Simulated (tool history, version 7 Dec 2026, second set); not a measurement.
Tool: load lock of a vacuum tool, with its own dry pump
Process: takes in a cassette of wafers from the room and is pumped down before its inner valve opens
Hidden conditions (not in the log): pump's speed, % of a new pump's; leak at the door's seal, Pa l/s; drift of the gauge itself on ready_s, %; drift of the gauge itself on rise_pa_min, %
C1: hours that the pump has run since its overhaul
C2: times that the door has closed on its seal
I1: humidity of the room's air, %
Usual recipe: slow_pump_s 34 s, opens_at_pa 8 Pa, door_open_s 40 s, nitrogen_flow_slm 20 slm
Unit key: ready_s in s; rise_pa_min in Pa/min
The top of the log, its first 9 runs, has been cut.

run 10 hour=1849.4 | slow_pump_s=34 opens_at_pa=8 door_open_s=40 nitrogen_flow_slm=20 | C1=8802 C2=13384 | I1=40.3 | ready_s=64.9 rise_pa_min=0.011
run 11 hour=2035.6 | slow_pump_s=34 opens_at_pa=8 door_open_s=40 nitrogen_flow_slm=20 | C1=8988 C2=13727 | I1=47.1 | ready_s=65.2 rise_pa_min=0.016
run 12 hour=2298.6 | slow_pump_s=34 opens_at_pa=6 door_open_s=40 nitrogen_flow_slm=20 | C1=9251 C2=14212 | I1=48.0 | ready_s=66.4 rise_pa_min=0.014
run 13 hour=2432.1 | slow_pump_s=34 opens_at_pa=6 door_open_s=40 nitrogen_flow_slm=20 | C1=9384 C2=14458 | I1=46.4 | ready_s=66.4 rise_pa_min=0.011
run 14 hour=2624.7 | slow_pump_s=34 opens_at_pa=8 door_open_s=76 nitrogen_flow_slm=20 | C1=9577 C2=14813 | I1=46.6 | ready_s=64.5 rise_pa_min=0.024
run 15 hour=2747.7 | slow_pump_s=34 opens_at_pa=8 door_open_s=76 nitrogen_flow_slm=20 | C1=9700 C2=15040 | I1=46.7 | ready_s=64.7 rise_pa_min=0.018
run 16 hour=2947.7 | slow_pump_s=34 opens_at_pa=8 door_open_s=76 nitrogen_flow_slm=20 | C1=9900 C2=15408 | I1=45.8 | ready_s=65.2 rise_pa_min=0.021
run 17 hour=3127.2 | slow_pump_s=34 opens_at_pa=11 door_open_s=40 nitrogen_flow_slm=20 | C1=10079 C2=15739 | I1=45.5 | ready_s=63.7 rise_pa_min=0.019
run 18 hour=3244.3 | slow_pump_s=34 opens_at_pa=11 door_open_s=40 nitrogen_flow_slm=20 | C1=10196 C2=15955 | I1=43.8 | ready_s=64.0 rise_pa_min=0.018
run 19 hour=3528.5 | slow_pump_s=34 opens_at_pa=11 door_open_s=40 nitrogen_flow_slm=20 | C1=10481 C2=16479 | I1=45.7 | ready_s=63.2 rise_pa_min=0.014
run 20 hour=3758.8 | slow_pump_s=34 opens_at_pa=11 door_open_s=239 nitrogen_flow_slm=8 | C1=10711 C2=16904 | I1=44.7 | ready_s=63.5 rise_pa_min=0.078
run 21 hour=3970.1 | slow_pump_s=34 opens_at_pa=11 door_open_s=239 nitrogen_flow_slm=8 | C1=10922 C2=17293 | I1=44.8 | ready_s=63.6 rise_pa_min=0.082
run 22 hour=4156.7 | slow_pump_s=22 opens_at_pa=7 door_open_s=40 nitrogen_flow_slm=20 | C1=11109 C2=17637 | I1=47.9 | ready_s=56.6 rise_pa_min=0.020
run 23 hour=4432.1 | slow_pump_s=42 opens_at_pa=13 door_open_s=104 nitrogen_flow_slm=5 | C1=11384 C2=18145 | I1=46.9 | ready_s=68.8 rise_pa_min=0.050
run 24 hour=4719.0 | slow_pump_s=42 opens_at_pa=15 door_open_s=104 nitrogen_flow_slm=4 | C1=11671 C2=18674 | I1=42.8 | ready_s=68.2 rise_pa_min=0.051
run 25 hour=4900.7 | slow_pump_s=28 opens_at_pa=10 door_open_s=53 nitrogen_flow_slm=5 | C1=11853 C2=19009 | I1=46.6 | ready_s=60.1 rise_pa_min=0.025

Run 26 has not been measured yet. What should we expect?
run 26 hour=5040.8 | slow_pump_s=20 opens_at_pa=6 door_open_s=53 nitrogen_flow_slm=16 | C1=11993 C2=19267 | I1=43.1 | ready_s=? rise_pa_min=?

Run 26 yielded ready_s 55.5 s, rise_pa_min 0.024 Pa/min.
With the hidden condition absent and the run-to-run variation left alone, this run would have shown ready_s 55.5 s, rise_pa_min 0.023 Pa/min.
